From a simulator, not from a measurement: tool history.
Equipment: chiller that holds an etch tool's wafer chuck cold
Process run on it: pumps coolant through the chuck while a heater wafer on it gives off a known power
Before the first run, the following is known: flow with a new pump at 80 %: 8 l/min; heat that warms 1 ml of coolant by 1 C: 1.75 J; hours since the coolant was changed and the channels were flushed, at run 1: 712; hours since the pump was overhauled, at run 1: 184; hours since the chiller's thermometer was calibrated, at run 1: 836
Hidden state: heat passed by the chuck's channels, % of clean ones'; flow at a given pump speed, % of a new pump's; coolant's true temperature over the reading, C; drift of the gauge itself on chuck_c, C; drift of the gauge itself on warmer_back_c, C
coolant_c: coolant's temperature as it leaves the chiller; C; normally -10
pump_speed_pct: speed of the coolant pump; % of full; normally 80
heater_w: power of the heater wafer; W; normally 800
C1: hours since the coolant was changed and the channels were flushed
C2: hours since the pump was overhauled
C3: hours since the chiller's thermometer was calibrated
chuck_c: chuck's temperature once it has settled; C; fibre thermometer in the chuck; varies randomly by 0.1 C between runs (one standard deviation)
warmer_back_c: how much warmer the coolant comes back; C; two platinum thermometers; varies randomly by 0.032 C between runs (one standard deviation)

run 1 hour=0 | coolant_c=-10 pump_speed_pct=80 heater_w=800 | C1=712 C2=184 C3=836 | chuck_c=-3 warmer_back_c=3.45
run 2 hour=88.5 | coolant_c=-10 pump_speed_pct=80 heater_w=800 | C1=801 C2=272 C3=925 | chuck_c=-3.1 warmer_back_c=3.56
run 3 hour=209 | coolant_c=-10 pump_speed_pct=67 heater_w=800 | C1=921 C2=393 C3=1045 | chuck_c=-2 warmer_back_c=4.15
run 4 hour=316 | coolant_c=-10 pump_speed_pct=67 heater_w=800 | C1=1028 C2=500 C3=1152 | chuck_c=-1.8 warmer_back_c=4.17
run 5 hour=403.9 | coolant_c=-10 pump_speed_pct=67 heater_w=800 | C1=1116 C2=588 C3=1240 | chuck_c=-1.9 warmer_back_c=4.26
run 6 hour=463.1 | coolant_c=-10 pump_speed_pct=67 heater_w=800 | C1=1175 C2=647 C3=1299 | chuck_c=-1.9 warmer_back_c=4.21
run 7 hour=565.9 | coolant_c=-10 pump_speed_pct=67 heater_w=800 | C1=1278 C2=750 C3=1402 | chuck_c=-1.8 warmer_back_c=4.18
run 8 hour=628.4 | coolant_c=-10 pump_speed_pct=67 heater_w=800 | C1=1341 C2=812 C3=1465 | chuck_c=-1.9 warmer_back_c=4.23
run 9 hour=708.2 | coolant_c=-10 pump_speed_pct=67 heater_w=800 | C1=1420 C2=892 C3=1544 | chuck_c=-2.1 warmer_back_c=4.21
run 10 hour=774.9 | coolant_c=-10 pump_speed_pct=67 heater_w=800 | C1=1487 C2=959 C3=1611 | chuck_c=-1.6 warmer_back_c=4.24
run 11 hour=851.7 | coolant_c=-10 pump_speed_pct=67 heater_w=800 | C1=1564 C2=1036 C3=1688 | chuck_c=-2 warmer_back_c=4.23
run 12 hour=945.1 | coolant_c=-10 pump_speed_pct=67 heater_w=800 | C1=1657 C2=1129 C3=1781 | chuck_c=-1.8 warmer_back_c=4.26
run 13 hour=1032.8 | coolant_c=-10 pump_speed_pct=67 heater_w=800 | C1=1745 C2=1217 C3=1869 | chuck_c=-1.6 warmer_back_c=4.21
run 14 hour=1111 | coolant_c=-10 pump_speed_pct=67 heater_w=800 | C1=1823 C2=1295 C3=1947 | chuck_c=-1.6 warmer_back_c=4.28
run 15 hour=1192.6 | coolant_c=-10 pump_speed_pct=67 heater_w=800 | C1=1905 C2=1377 C3=2029 | chuck_c=-1.7 warmer_back_c=4.27
run 16 hour=1324.1 | coolant_c=-10 pump_speed_pct=76 heater_w=800 | C1=2036 C2=1508 C3=2160 | chuck_c=-2.2 warmer_back_c=3.77

Run 17 comes next. What will it give?
run 17 hour=1434.8 | coolant_c=-12 pump_speed_pct=80 heater_w=541 | C1=2147 C2=1619 C3=2271 | chuck_c=? warmer_back_c=?

Run 17 measured chuck_c -6.9 C, warmer_back_c 2.37 C.
Had the tool carried no hidden state, the very same run would have given chuck_c -7.4 C, warmer_back_c 2.26 C.
